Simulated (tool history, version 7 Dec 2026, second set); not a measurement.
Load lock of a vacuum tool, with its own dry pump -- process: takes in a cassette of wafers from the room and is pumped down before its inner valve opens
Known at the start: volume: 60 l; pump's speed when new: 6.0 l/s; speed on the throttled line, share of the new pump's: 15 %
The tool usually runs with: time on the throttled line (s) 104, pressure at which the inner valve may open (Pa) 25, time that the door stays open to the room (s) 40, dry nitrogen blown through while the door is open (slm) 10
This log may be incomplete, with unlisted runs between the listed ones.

run	hour	time on the throttled line (s)	pressure at which the inner valve may open (Pa)	time that the door stays open to the room (s)	dry nitrogen blown through while the door is open (slm)	incoming humidity of the room's air, %	time from the closed door until the inner valve may open (s)	rise of the pressure with all valves shut (Pa/min)
1	0.0	104	25	40	10	44.3	178.0	0.113
2	266.2	104	25	40	10	44.1	177.6	0.112
3	428.8	104	25	40	8	42.1	177.6	0.112
4	545.3	104	25	40	10	43.5	177.9	0.118
5	744.0	104	25	40	10	44.3	178.2	0.113
6	918.4	104	25	40	13	44.9	178.2	0.122
7	1095.9	104	25	40	8	43.6	178.2	0.128
8	1274.1	104	25	40	8	45.5	178.8	0.133
9	1394.0	104	25	40	10	43.2	178.4	0.132
10	1545.1	104	25	40	10	46.0	177.6	0.129
11	1808.0	104	25	40	12	41.0	178.9	0.137
12	2004.3	104	25	40	10	45.9	178.9	0.138
13	2121.5	127	25	40	10	46.5	197.5	0.141
14	2317.2	69	20	40	43	43.3	151.7	0.140
15	2467.5	104	48	40	10	38.7	171.6	0.144
16	2661.9	104	48	40	9	43.3	171.4	0.159
17	2865.2	65	40	36	15	42.1	141.0	0.152
18	3081.7	65	40	36	15	45.7	141.1	0.159
19	3323.2	125	40	36	15	46.7	190.7	0.165
20	3485.3	125	40	36	15	42.6	191.0	0.166
21	3656.5	125	44	36	15	46.5	190.1	0.168
22	3795.1	125	44	36	15	42.1	190.4	0.172
23	3949.0	125	36	52	7	45.7	192.3	0.181
# hour 4081.1: dry pump taken out, an overhauled one fitted
24	4222.4	130	25	40	10	43.1	193.9	0.180

What if the next run were any one of these 3? Each begins from the tool's condition after run 24:
A	4346.0	91	25	115	5	45.0	?	?
B	4346.0	130	34	40	10	42.6	?	?
C	4346.0	130	20	123	10	47.1	?	?

run	time from the closed door until the inner valve may open (s)	rise of the pressure with all valves shut (Pa/min)
A	161.0	0.199
B	191.5	0.180
C	197.6	0.199
What these runs would have given with no unlogged condition in the tool:
run	time from the closed door until the inner valve may open (s)	rise of the pressure with all valves shut (Pa/min)
A	159.9	0.028
B	190.5	0.007
C	196.3	0.026

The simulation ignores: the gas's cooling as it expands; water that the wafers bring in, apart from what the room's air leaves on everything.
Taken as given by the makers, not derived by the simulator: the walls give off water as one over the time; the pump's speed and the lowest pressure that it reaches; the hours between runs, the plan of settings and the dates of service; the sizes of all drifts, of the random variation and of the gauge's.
